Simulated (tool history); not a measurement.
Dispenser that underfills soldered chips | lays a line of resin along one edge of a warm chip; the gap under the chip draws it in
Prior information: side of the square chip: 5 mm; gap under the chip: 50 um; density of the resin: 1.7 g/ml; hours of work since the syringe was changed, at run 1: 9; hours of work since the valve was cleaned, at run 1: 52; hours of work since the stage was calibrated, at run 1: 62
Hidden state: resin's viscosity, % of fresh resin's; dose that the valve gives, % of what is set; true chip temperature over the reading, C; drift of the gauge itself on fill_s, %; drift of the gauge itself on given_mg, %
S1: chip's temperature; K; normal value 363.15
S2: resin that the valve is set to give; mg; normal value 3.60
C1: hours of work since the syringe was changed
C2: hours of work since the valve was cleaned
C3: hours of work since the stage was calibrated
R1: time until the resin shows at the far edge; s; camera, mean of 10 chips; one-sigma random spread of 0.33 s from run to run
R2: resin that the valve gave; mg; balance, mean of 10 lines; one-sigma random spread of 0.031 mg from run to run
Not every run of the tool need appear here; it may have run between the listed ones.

| run | day | S1 | S2 | C1 | C2 | C3 | R1 | R2 |
|---|---|---|---|---|---|---|---|---|
| 1 | 0.000 | 363.15 | 3.60 | 9 | 52 | 62 | 30.3 | 3.42 |
|  | 0.158 | new syringe of resin |
| 2 | 0.246 | 363.15 | 3.60 | 1 | 56 | 66 | 16.9 | 3.50 |
| 3 | 0.450 | 348.15 | 3.60 | 5 | 59 | 69 | 39.4 | 3.49 |
| 4 | 0.712 | 362.15 | 3.60 | 9 | 64 | 73 | 30.8 | 3.49 |
|  | 0.854 | new syringe of resin |
| 5 | 0.967 | 362.15 | 3.51 | 2 | 68 | 78 | 17.7 | 3.37 |
| 6 | 1.112 | 350.15 | 3.60 | 4 | 70 | 80 | 34.2 | 3.45 |
| 7 | 1.354 | 363.15 | 4.52 | 8 | 75 | 84 | 27.7 | 4.29 |
|  | 1.550 | new syringe of resin |
| 8 | 1.633 | 363.15 | 4.42 | 1 | 79 | 89 | 16.1 | 4.19 |
| 9 | 1.800 | 363.15 | 3.95 | 4 | 82 | 91 | 20.6 | 3.78 |
| 10 | 2.092 | 363.15 | 3.60 | 9 | 87 | 96 | 29.7 | 3.39 |
|  | 2.242 | new syringe of resin |
| 11 | 2.350 | 363.15 | 3.60 | 2 | 91 | 101 | 17.7 | 3.39 |
|  | 2.525 | dispensing valve cleaned and set on the balance |
| 12 | 2.558 | 363.15 | 3.60 | 5 | 1 | 103 | 21.2 | 3.56 |
| 13 | 2.829 | 369.15 | 3.60 | 9 | 5 | 108 | 23.6 | 3.55 |
|  | 2.971 | new syringe of resin |
| 14 | 2.971 | 355.15 | 3.60 | 0 | 7 | 110 | 20.7 | 3.54 |
| 15 | 3.229 | 372.15 | 3.60 | 4 | 12 | 115 | 14.3 | 3.63 |
| 16 | 3.371 | 372.15 | 3.60 | 7 | 14 | 117 | 17.8 | 3.61 |
| 17 | 3.571 | 363.15 | 3.60 | 10 | 18 | 120 | 31.8 | 3.55 |
|  | 3.662 | new syringe of resin |
| 18 | 3.838 | 363.15 | 3.12 | 3 | 22 | 125 | 19.5 | 3.14 |
| 19 | 4.062 | 352.15 | 3.12 | 7 | 26 | 128 | 39.8 | 3.09 |
|  | 4.362 | new syringe of resin |
| 20 | 4.362 | 353.15 | 3.59 | 0 | 31 | 133 | 23.1 | 3.54 |
| 21 | 4.512 | 353.15 | 4.01 | 3 | 33 | 136 | 27.7 | 3.96 |
| 22 | 4.788 | 361.15 | 3.27 | 7 | 38 | 140 | 29.0 | 3.23 |
|  | 5.058 | new syringe of resin |
| 23 | 5.058 | 361.15 | 4.17 | 0 | 42 | 145 | 16.2 | 4.07 |
| 24 | 5.279 | 369.15 | 4.10 | 4 | 46 | 149 | 15.5 | 4.01 |
| 25 | 5.488 | 369.15 | 4.68 | 7 | 49 | 152 | 20.9 | 4.51 |
| 26 | 5.688 | 361.15 | 3.90 | 11 | 53 | 156 | 36.1 | 3.79 |
|  | 5.750 | new syringe of resin |
| 27 | 5.954 | 363.15 | 3.25 | 3 | 57 | 160 | 20.2 | 3.12 |
| 28 | 6.121 | 363.15 | 3.25 | 6 | 60 | 163 | 25.7 | 3.18 |
| 29 | 6.321 | 348.15 | 3.86 | 10 | 63 | 166 | 59.1 | 3.77 |
|  | 6.450 | new syringe of resin |
| 30 | 6.462 | 360.15 | 3.57 | 0 | 65 | 168 | 17.3 | 3.39 |
| 31 | 6.633 | 368.15 | 4.31 | 3 | 68 | 171 | 15.4 | 4.16 |
| 32 | 6.858 | 368.15 | 4.31 | 7 | 72 | 175 | 21.3 | 4.08 |
| 33 | 7.038 | 368.15 | 3.68 | 10 | 75 | 178 | 25.5 | 3.54 |
|  | 7.150 | new syringe of resin |
| 34 | 7.329 | 356.15 | 3.91 | 3 | 80 | 183 | 25.1 | 3.69 |
| 35 | 7.454 | 351.15 | 3.72 | 5 | 82 | 185 | 35.8 | 3.58 |

What does the tool deliver on the next run?
| 36 | 7.600 | 368.15 | 3.72 | 8 | 84 | 187 | ? | ? |

For run 36 the tool returned R1 22.7 s, R2 3.50 mg.
Minus the tool's unlogged condition, the same run would have read R1 12.7 s, R2 3.69 mg.

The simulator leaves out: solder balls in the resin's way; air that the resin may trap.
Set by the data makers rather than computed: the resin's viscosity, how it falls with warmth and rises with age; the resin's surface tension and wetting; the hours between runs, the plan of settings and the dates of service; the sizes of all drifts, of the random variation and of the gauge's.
